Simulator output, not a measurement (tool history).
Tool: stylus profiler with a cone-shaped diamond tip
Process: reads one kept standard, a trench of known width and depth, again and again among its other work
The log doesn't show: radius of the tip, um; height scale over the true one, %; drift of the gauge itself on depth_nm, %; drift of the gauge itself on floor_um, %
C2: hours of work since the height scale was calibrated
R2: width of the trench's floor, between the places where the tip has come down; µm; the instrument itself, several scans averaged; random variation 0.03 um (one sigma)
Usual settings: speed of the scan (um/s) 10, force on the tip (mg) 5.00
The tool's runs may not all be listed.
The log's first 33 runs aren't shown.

{"run": 34, "day": 128.383, "speed of the scan (um/s)": 15, "force on the tip (mg)": 2.0, "scans with this tip": 2882, "C2": 203, "depth of the trench (nm)": 1015.28, "R2": 45.6}
{"run": 35, "day": 133.675, "speed of the scan (um/s)": 21, "force on the tip (mg)": 4.39, "scans with this tip": 4314, "C2": 304, "depth of the trench (nm)": 1026.44, "R2": 45.15}
{"run": 36, "day": 137.446, "speed of the scan (um/s)": 6, "force on the tip (mg)": 2.14, "scans with this tip": 5336, "C2": 376, "depth of the trench (nm)": 1016.77, "R2": 44.98}
{"run": 37, "day": 142.692, "speed of the scan (um/s)": 5, "force on the tip (mg)": 2.11, "scans with this tip": 6756, "C2": 476, "depth of the trench (nm)": 1016.39, "R2": 44.61}
{"run": 38, "day": 147.6, "speed of the scan (um/s)": 5, "force on the tip (mg)": 2.11, "scans with this tip": 8085, "C2": 570, "depth of the trench (nm)": 1017.02, "R2": 44.37}
{"run": 39, "day": 152.596, "speed of the scan (um/s)": 5, "force on the tip (mg)": 2.11, "scans with this tip": 9438, "C2": 665, "depth of the trench (nm)": 1016.83, "R2": 44.07}
{"run": 40, "day": 157.625, "speed of the scan (um/s)": 5, "force on the tip (mg)": 2.11, "scans with this tip": 10799, "C2": 761, "depth of the trench (nm)": 1017.38, "R2": 43.71}
{"run": 41, "day": 162.458, "speed of the scan (um/s)": 3, "force on the tip (mg)": 6.6, "scans with this tip": 12108, "C2": 853, "depth of the trench (nm)": 1035.0, "R2": 43.49}
{"run": 42, "day": 167.292, "speed of the scan (um/s)": 38, "force on the tip (mg)": 1.73, "scans with this tip": 13417, "C2": 945, "depth of the trench (nm)": 1015.26, "R2": 43.02}
{"run": 43, "day": 171.504, "speed of the scan (um/s)": 38, "force on the tip (mg)": 1.73, "scans with this tip": 14558, "C2": 1026, "depth of the trench (nm)": 1015.53, "R2": 42.76}
{"day": 171.925, "done": "height scale calibrated on a step standard"}
{"day": 172.708, "done": "new tip fitted, height scale calibrated"}
{"run": 44, "day": 175.875, "speed of the scan (um/s)": 38, "force on the tip (mg)": 1.73, "scans with this tip": 857, "C2": 60, "depth of the trench (nm)": 1014.03, "R2": 45.95}

4 ways to go on from here, each from the tool as it stands after run 44. What would each give?
{"run": "A", "day": 178.592, "speed of the scan (um/s)": 11, "force on the tip (mg)": 5.48, "scans with this tip": 1593, "C2": 112, "depth of the trench (nm)": "?", "R2": "?"}
{"run": "B", "day": 178.592, "speed of the scan (um/s)": 10, "force on the tip (mg)": 3.79, "scans with this tip": 1593, "C2": 112, "depth of the trench (nm)": "?", "R2": "?"}
{"run": "C", "day": 178.592, "speed of the scan (um/s)": 16, "force on the tip (mg)": 6.36, "scans with this tip": 1593, "C2": 112, "depth of the trench (nm)": "?", "R2": "?"}
{"run": "D", "day": 178.592, "speed of the scan (um/s)": 6, "force on the tip (mg)": 2.67, "scans with this tip": 1593, "C2": 112, "depth of the trench (nm)": "?", "R2": "?"}

run=A depth_of_the_trench_(nm)=1029.88 R2=45.93
run=B depth_of_the_trench_(nm)=1023.55 R2=45.92
run=C depth_of_the_trench_(nm)=1033.24 R2=45.90
run=D depth_of_the_trench_(nm)=1018.58 R2=45.91
Without the tool's hidden state the same runs would have given:
run=A depth_of_the_trench_(nm)=1029.52 R2=46.51
run=B depth_of_the_trench_(nm)=1023.19 R2=46.50
run=C depth_of_the_trench_(nm)=1032.88 R2=46.48
run=D depth_of_the_trench_(nm)=1018.22 R2=46.49
